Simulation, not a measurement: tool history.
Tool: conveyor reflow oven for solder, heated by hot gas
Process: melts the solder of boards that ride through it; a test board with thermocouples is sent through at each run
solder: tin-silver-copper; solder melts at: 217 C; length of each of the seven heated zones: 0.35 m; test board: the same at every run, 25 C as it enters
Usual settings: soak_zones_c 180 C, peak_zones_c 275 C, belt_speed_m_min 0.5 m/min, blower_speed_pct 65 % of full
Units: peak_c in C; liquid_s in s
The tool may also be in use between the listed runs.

| run | hour | soak_zones_c | peak_zones_c | belt_speed_m_min | blower_speed_pct | peak_c | liquid_s |
|---|---|---|---|---|---|---|---|
| 1 | 0 | 180 | 275 | 0.5 | 65 | 256.1 | 66.4 |
| 2 | 18.1 | 180 | 275 | 0.5 | 65 | 255 | 67.8 |
| 3 | 35.3 | 180 | 275 | 0.5 | 65 | 255.3 | 67 |
| 4 | 46.4 | 170 | 275 | 0.5 | 65 | 254 | 61.8 |
| 5 | 54.2 | 180 | 275 | 0.5 | 76 | 258.2 | 69.7 |
| 6 | 66.9 | 180 | 275 | 0.5 | 76 | 258.2 | 69.8 |
| 7 | 81.6 | 180 | 275 | 0.5 | 76 | 258 | 70.2 |
| 8 | 92.4 | 180 | 275 | 0.5 | 76 | 257.9 | 69.8 |
| 9 | 111.1 | 180 | 275 | 0.5 | 64 | 254.7 | 67 |
| 10 | 128.6 | 180 | 275 | 0.5 | 64 | 255.6 | 67.3 |
| 11 | 140.1 | 180 | 275 | 0.461 | 65 | 258 | 75.5 |
| 12 | 154.5 | 180 | 275 | 0.461 | 65 | 257.5 | 75.9 |
| 13 | 164.5 | 180 | 275 | 0.461 | 65 | 257.8 | 76 |
| 14 | 177.8 | 180 | 287 | 0.5 | 65 | 265.1 | 73.8 |
| 15 | 189 | 180 | 287 | 0.5 | 65 | 265.4 | 73.8 |
| 16 | 197.5 | 180 | 287 | 0.5 | 85 | 270.3 | 76.9 |
| 17 | 214.1 | 181 | 284 | 0.443 | 85 | 270.4 | 87.7 |
| 18 | 231.7 | 181 | 284 | 0.443 | 85 | 270.5 | 87.5 |
| 19 | 246 | 168 | 275 | 0.541 | 77 | 252.4 | 57.2 |
| 20 | 257 | 180 | 280 | 0.581 | 81 | 257 | 58.8 |
| 21 | 268.8 | 171 | 269 | 0.413 | 65 | 253.2 | 78.6 |
|  | 275.5 | flux residue cleaned out of gas plates and filters |
| 22 | 283.1 | 194 | 275 | 0.511 | 65 | 256.9 | 73.7 |
| 23 | 299.3 | 166 | 275 | 0.5 | 65 | 251.6 | 58.6 |
| 24 | 307.2 | 195 | 275 | 0.528 | 65 | 255.2 | 71.3 |
| 25 | 322.7 | 195 | 275 | 0.528 | 65 | 255 | 70 |
| 26 | 333.5 | 195 | 263 | 0.575 | 89 | 247.9 | 60.6 |
| 27 | 345.5 | 195 | 263 | 0.478 | 57 | 246.3 | 70.8 |
| 28 | 356.5 | 190 | 288 | 0.477 | 80 | 271.5 | 86.3 |
| 29 | 373.1 | 190 | 288 | 0.477 | 80 | 271.7 | 86.1 |
|  | 396.1 | flux residue cleaned out of gas plates and filters, once more |
| 30 | 396.2 | 177 | 285 | 0.594 | 80 | 260.1 | 58.4 |
| 31 | 411.2 | 177 | 285 | 0.594 | 80 | 259.9 | 58.8 |
| 32 | 429.9 | 180 | 279 | 0.5 | 55 | 255.1 | 67.2 |

Hidden state or all else? Some run-to-run changes of peak_c, split into what the settings, what came in and random variation would give without the hidden state, and what is left for the hidden state (with any gauge scatter that isn't in both results):
The hidden state here: heat that the gas passes to the board, % of a clean oven's; belt's true speed, % of the reading; true gas temperature in zones 6 and 7 over the reading, C; drift of the gauge itself on peak_c, C; drift of the gauge itself on liquid_s, %.
Run 18 -> 19: soak_zones_c 181 -> 168, peak_zones_c 284 -> 275, belt_speed_m_min 0.443 -> 0.541, blower_speed_pct 85 -> 77. peak_c -18.1 C: hidden state +0.1, all else -18.2.
Run 22 -> 23: soak_zones_c 194 -> 166, belt_speed_m_min 0.511 -> 0.5. peak_c -5.3 C: hidden state -0.4, all else -4.9.
Run 27 -> 28: soak_zones_c 195 -> 190, peak_zones_c 263 -> 288, belt_speed_m_min 0.478 -> 0.477, blower_speed_pct 57 -> 80. peak_c +25.2 C: hidden state -0.6, all else +25.8.
Run 29 -> 30: soak_zones_c 190 -> 177, peak_zones_c 288 -> 285, belt_speed_m_min 0.477 -> 0.594, flux residue cleaned out of gas plates and filters, once more. peak_c -11.6 C: hidden state +1.3, all else -12.9.
